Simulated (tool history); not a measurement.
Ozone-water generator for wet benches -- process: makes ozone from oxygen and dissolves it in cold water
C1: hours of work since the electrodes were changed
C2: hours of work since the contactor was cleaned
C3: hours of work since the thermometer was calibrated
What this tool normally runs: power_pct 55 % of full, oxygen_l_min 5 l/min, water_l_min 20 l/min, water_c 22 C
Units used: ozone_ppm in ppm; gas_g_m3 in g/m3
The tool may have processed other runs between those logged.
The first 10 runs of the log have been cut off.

run 11 day=18.929 | power_pct=55 oxygen_l_min=5 water_l_min=20 water_c=22 | C1=1271 C2=3900 C3=500 | ozone_ppm=15.4 gas_g_m3=165.4
run 12 day=21.788 | power_pct=55 oxygen_l_min=5 water_l_min=20 water_c=22 | C1=1323 C2=3952 C3=552 | ozone_ppm=15.3 gas_g_m3=165.3
run 13 day=24.429 | power_pct=55 oxygen_l_min=5 water_l_min=20 water_c=28 | C1=1371 C2=4001 C3=600 | ozone_ppm=14 gas_g_m3=166
run 14 day=27.062 | power_pct=55 oxygen_l_min=5 water_l_min=20 water_c=28 | C1=1419 C2=4049 C3=648 | ozone_ppm=13.9 gas_g_m3=164.5
run 15 day=29.379 | power_pct=55 oxygen_l_min=5 water_l_min=20 water_c=28 | C1=1461 C2=4091 C3=691 | ozone_ppm=14.1 gas_g_m3=164.7
-- day=29.758 contactor cleaned
run 16 day=31.188 | power_pct=55 oxygen_l_min=5 water_l_min=20 water_c=22 | C1=1491 C2=26 C3=721 | ozone_ppm=14.7 gas_g_m3=165.4
run 17 day=33.517 | power_pct=64 oxygen_l_min=6.09 water_l_min=20 water_c=17 | C1=1534 C2=69 C3=763 | ozone_ppm=17.2 gas_g_m3=160.6
run 18 day=36.392 | power_pct=64 oxygen_l_min=2.93 water_l_min=17 water_c=17 | C1=1586 C2=121 C3=816 | ozone_ppm=19.9 gas_g_m3=239.3
run 19 day=39.312 | power_pct=46 oxygen_l_min=5 water_l_min=28 water_c=22 | C1=1640 C2=174 C3=869 | ozone_ppm=9.5 gas_g_m3=146.3
-- day=40.683 contactor cleaned, once more
run 20 day=41.754 | power_pct=51 oxygen_l_min=5.38 water_l_min=32 water_c=15 | C1=1681 C2=20 C3=910 | ozone_ppm=11 gas_g_m3=151.3
run 21 day=44.592 | power_pct=64 oxygen_l_min=4.65 water_l_min=32 water_c=15 | C1=1733 C2=71 C3=962 | ozone_ppm=12.1 gas_g_m3=186.6
run 22 day=47.4 | power_pct=64 oxygen_l_min=4.65 water_l_min=32 water_c=15 | C1=1784 C2=123 C3=1013 | ozone_ppm=11.9 gas_g_m3=185.4
run 23 day=49.229 | power_pct=64 oxygen_l_min=4.65 water_l_min=32 water_c=15 | C1=1818 C2=156 C3=1047 | ozone_ppm=12 gas_g_m3=187.1
run 24 day=51.679 | power_pct=55 oxygen_l_min=5 water_l_min=20 water_c=15 | C1=1862 C2=201 C3=1091 | ozone_ppm=17.8 gas_g_m3=164.6
run 25 day=53.321 | power_pct=43 oxygen_l_min=5 water_l_min=20 water_c=22 | C1=1892 C2=231 C3=1121 | ozone_ppm=14 gas_g_m3=143.9
run 26 day=55.204 | power_pct=43 oxygen_l_min=4.25 water_l_min=20 water_c=22 | C1=1927 C2=265 C3=1156 | ozone_ppm=14 gas_g_m3=156.2
run 27 day=57.283 | power_pct=66 oxygen_l_min=8.61 water_l_min=30 water_c=22 | C1=1965 C2=303 C3=1194 | ozone_ppm=12.2 gas_g_m3=133.7
run 28 day=59.308 | power_pct=48 oxygen_l_min=2.68 water_l_min=30 water_c=22 | C1=2002 C2=340 C3=1231 | ozone_ppm=9.1 gas_g_m3=214.2
run 29 day=61.95 | power_pct=60 oxygen_l_min=6.31 water_l_min=31 water_c=20 | C1=2050 C2=388 C3=1279 | ozone_ppm=11.6 gas_g_m3=150.4
run 30 day=63.975 | power_pct=55 oxygen_l_min=5.55 water_l_min=20 water_c=22 | C1=2087 C2=425 C3=1316 | ozone_ppm=15.8 gas_g_m3=155
run 31 day=65.375 | power_pct=55 oxygen_l_min=5.55 water_l_min=20 water_c=22 | C1=2112 C2=451 C3=1341 | ozone_ppm=15.8 gas_g_m3=153.1
run 32 day=67.95 | power_pct=55 oxygen_l_min=4.04 water_l_min=18 water_c=22 | C1=2159 C2=498 C3=1388 | ozone_ppm=17.6 gas_g_m3=185.7

3 ways to go on from here, each from the tool as it stands after run 32. What would each give?
run A day=70.696 | power_pct=92 oxygen_l_min=5 water_l_min=14 water_c=24 | C1=2209 C2=548 C3=1439 | ozone_ppm=? gas_g_m3=?
run B day=70.696 | power_pct=44 oxygen_l_min=8.45 water_l_min=18 water_c=24 | C1=2209 C2=548 C3=1439 | ozone_ppm=? gas_g_m3=?
run C day=70.696 | power_pct=55 oxygen_l_min=3.52 water_l_min=31 water_c=15 | C1=2209 C2=548 C3=1439 | ozone_ppm=? gas_g_m3=?

run=A ozone_ppm=26.8 gas_g_m3=216.6
run=B ozone_ppm=13.9 gas_g_m3=108.4
run=C ozone_ppm=10.7 gas_g_m3=201
Without the tool's unlogged condition, the same runs would have read:
run=A ozone_ppm=28.1 gas_g_m3=225.4
run=B ozone_ppm=14.3 gas_g_m3=111.2
run=C ozone_ppm=11.2 gas_g_m3=207.1
